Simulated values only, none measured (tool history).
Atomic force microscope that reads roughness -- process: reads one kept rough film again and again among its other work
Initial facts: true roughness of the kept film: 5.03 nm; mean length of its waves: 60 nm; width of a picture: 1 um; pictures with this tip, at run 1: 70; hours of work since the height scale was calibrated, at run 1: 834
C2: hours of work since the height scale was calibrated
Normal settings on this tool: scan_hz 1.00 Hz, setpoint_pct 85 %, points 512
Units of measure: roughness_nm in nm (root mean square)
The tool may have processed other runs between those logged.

{"run": 1, "day": 0.0, "scan_hz": 1.0, "setpoint_pct": 85, "points": 512, "pictures with this tip": 70, "C2": 834, "roughness_nm": 4.457}
{"day": 0.133, "done": "new tip fitted"}
{"run": 2, "day": 1.329, "scan_hz": 1.47, "setpoint_pct": 85, "points": 512, "pictures with this tip": 63, "C2": 855, "roughness_nm": 4.44}
{"day": 1.562, "done": "new tip fitted"}
{"run": 3, "day": 2.229, "scan_hz": 1.47, "setpoint_pct": 85, "points": 512, "pictures with this tip": 36, "C2": 869, "roughness_nm": 4.55}
{"run": 4, "day": 2.925, "scan_hz": 1.0, "setpoint_pct": 85, "points": 441, "pictures with this tip": 72, "C2": 880, "roughness_nm": 4.428}
{"day": 3.004, "done": "new tip fitted"}
{"run": 5, "day": 3.771, "scan_hz": 2.13, "setpoint_pct": 85, "points": 512, "pictures with this tip": 41, "C2": 893, "roughness_nm": 4.398}
{"day": 4.408, "done": "new tip fitted"}
{"run": 6, "day": 4.742, "scan_hz": 2.13, "setpoint_pct": 85, "points": 512, "pictures with this tip": 18, "C2": 908, "roughness_nm": 4.502}
{"day": 5.821, "done": "new tip fitted"}
{"run": 7, "day": 5.833, "scan_hz": 1.0, "setpoint_pct": 85, "points": 492, "pictures with this tip": 1, "C2": 925, "roughness_nm": 4.79}
{"run": 8, "day": 6.85, "scan_hz": 1.0, "setpoint_pct": 85, "points": 492, "pictures with this tip": 55, "C2": 941, "roughness_nm": 4.513}
{"day": 7.333, "done": "new tip fitted"}
{"run": 9, "day": 7.808, "scan_hz": 1.0, "setpoint_pct": 85, "points": 492, "pictures with this tip": 25, "C2": 956, "roughness_nm": 4.664}
{"run": 10, "day": 8.55, "scan_hz": 1.0, "setpoint_pct": 85, "points": 492, "pictures with this tip": 64, "C2": 968, "roughness_nm": 4.503}
{"day": 8.738, "done": "new tip fitted"}
{"run": 11, "day": 9.221, "scan_hz": 1.0, "setpoint_pct": 85, "points": 492, "pictures with this tip": 25, "C2": 978, "roughness_nm": 4.629}
{"run": 12, "day": 9.967, "scan_hz": 0.86, "setpoint_pct": 85, "points": 512, "pictures with this tip": 65, "C2": 990, "roughness_nm": 4.512}
{"day": 10.204, "done": "new tip fitted"}
{"run": 13, "day": 11.288, "scan_hz": 0.86, "setpoint_pct": 61, "points": 673, "pictures with this tip": 57, "C2": 1010, "roughness_nm": 4.663}
{"day": 11.696, "done": "new tip fitted"}
{"run": 14, "day": 12.292, "scan_hz": 0.86, "setpoint_pct": 61, "points": 673, "pictures with this tip": 32, "C2": 1026, "roughness_nm": 4.765}
{"day": 13.183, "done": "new tip fitted"}
{"run": 15, "day": 13.208, "scan_hz": 1.78, "setpoint_pct": 85, "points": 512, "pictures with this tip": 1, "C2": 1040, "roughness_nm": 4.616}
{"run": 16, "day": 14.254, "scan_hz": 1.07, "setpoint_pct": 85, "points": 512, "pictures with this tip": 56, "C2": 1056, "roughness_nm": 4.523}
{"day": 14.704, "done": "new tip fitted"}
{"run": 17, "day": 15.117, "scan_hz": 0.57, "setpoint_pct": 74, "points": 935, "pictures with this tip": 22, "C2": 1070, "roughness_nm": 4.754}
{"day": 16.096, "done": "new tip fitted"}
{"run": 18, "day": 16.288, "scan_hz": 0.57, "setpoint_pct": 74, "points": 935, "pictures with this tip": 10, "C2": 1088, "roughness_nm": 4.83}
{"run": 19, "day": 17.142, "scan_hz": 0.56, "setpoint_pct": 85, "points": 512, "pictures with this tip": 55, "C2": 1101, "roughness_nm": 4.627}

What will run 20 give?
{"day": 17.546, "done": "new tip fitted"}
{"run": 20, "day": 18.179, "scan_hz": 0.71, "setpoint_pct": 67, "points": 512, "pictures with this tip": 33, "C2": 1117, "roughness_nm": "?"}

Logged for run 20: roughness_nm 4.737 nm (root mean square).
Were there no unlogged condition in the tool, this run, its random variation unchanged, would have produced roughness_nm 4.833 nm (root mean square).
